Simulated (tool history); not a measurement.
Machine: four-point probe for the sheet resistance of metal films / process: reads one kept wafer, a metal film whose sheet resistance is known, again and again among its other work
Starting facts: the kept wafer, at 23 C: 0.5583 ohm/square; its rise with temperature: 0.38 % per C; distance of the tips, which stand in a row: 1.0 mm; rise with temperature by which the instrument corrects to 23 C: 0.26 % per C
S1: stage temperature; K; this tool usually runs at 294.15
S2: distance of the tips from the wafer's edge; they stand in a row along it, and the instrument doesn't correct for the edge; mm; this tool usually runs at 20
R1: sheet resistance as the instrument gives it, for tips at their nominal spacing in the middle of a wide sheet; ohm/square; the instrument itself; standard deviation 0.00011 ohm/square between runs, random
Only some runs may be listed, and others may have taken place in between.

| run | day | S1 | S2 | R1 |
|---|---|---|---|---|
| 1 | 0.000 | 294.15 | 20 | 0.551977 |
| 2 | 2.592 | 294.15 | 20 | 0.551393 |
| 3 | 7.017 | 294.15 | 14 | 0.557279 |
| 4 | 9.471 | 294.15 | 20 | 0.556470 |
| 5 | 12.929 | 301.15 | 20 | 0.560459 |
| 6 | 17.154 | 301.15 | 20 | 0.560258 |
| 7 | 21.625 | 294.15 | 20 | 0.555450 |
| 8 | 24.642 | 294.15 | 20 | 0.555111 |
| 9 | 29.112 | 294.15 | 20 | 0.554321 |
| 10 | 32.512 | 294.15 | 20 | 0.554120 |
| 11 | 36.746 | 294.15 | 20 | 0.553818 |
| 12 | 40.667 | 294.15 | 16 | 0.553746 |
| 13 | 44.633 | 293.15 | 6 | 0.559935 |
| 14 | 48.375 | 297.15 | 4 | 0.571954 |
| 15 | 52.050 | 297.15 | 4 | 0.571560 |
| 16 | 56.579 | 297.15 | 4 | 0.571062 |
| 17 | 60.858 | 299.15 | 50 | 0.554274 |
| 18 | 65.421 | 299.15 | 50 | 0.553631 |
| 19 | 67.892 | 299.15 | 50 | 0.553739 |
| 20 | 70.621 | 293.15 | 23 | 0.550201 |
| 21 | 74.625 | 308.15 | 41 | 0.558648 |
| 22 | 78.858 | 302.15 | 8 | 0.559214 |
| 23 | 83.488 | 293.15 | 12 | 0.561248 |

Not shown here: 3 entries made in the log between runs. Locate each between two listed runs and compare the hidden state at the listed run before it with the hidden state at the listed run after it:
After run 2, before run 3: new probe head fitted (day 3.375)
  inner tips' distance over the nominal, %: -1.075 -> -0.253; tips' flats over new ones', %: 75 -> 3; wafer's true temperature over the reading, C: 0.12 -> 0.13
  difference, measured minus the result without the unlogged condition, R1: -0.006227 -> -0.001257 ohm/square
After run 8, before run 9: stage's thermometer calibrated (day 29.112)
  inner tips' distance over the nominal, %: -0.5 -> -0.562; tips' flats over new ones', %: 20 -> 24; wafer's true temperature over the reading, C: 0.16 -> -0.02
  difference, measured minus the result without the unlogged condition, R1: -0.002672 -> -0.003430 ohm/square
After run 22, before run 23: new probe head fitted (day 80.725)
  inner tips' distance over the nominal, %: -1.298 -> 0.43; tips' flats over new ones', %: 70 -> 3; wafer's true temperature over the reading, C: 0.08 -> 0.09
  difference, measured minus the result without the unlogged condition, R1: -0.007780 -> +0.002792 ohm/square
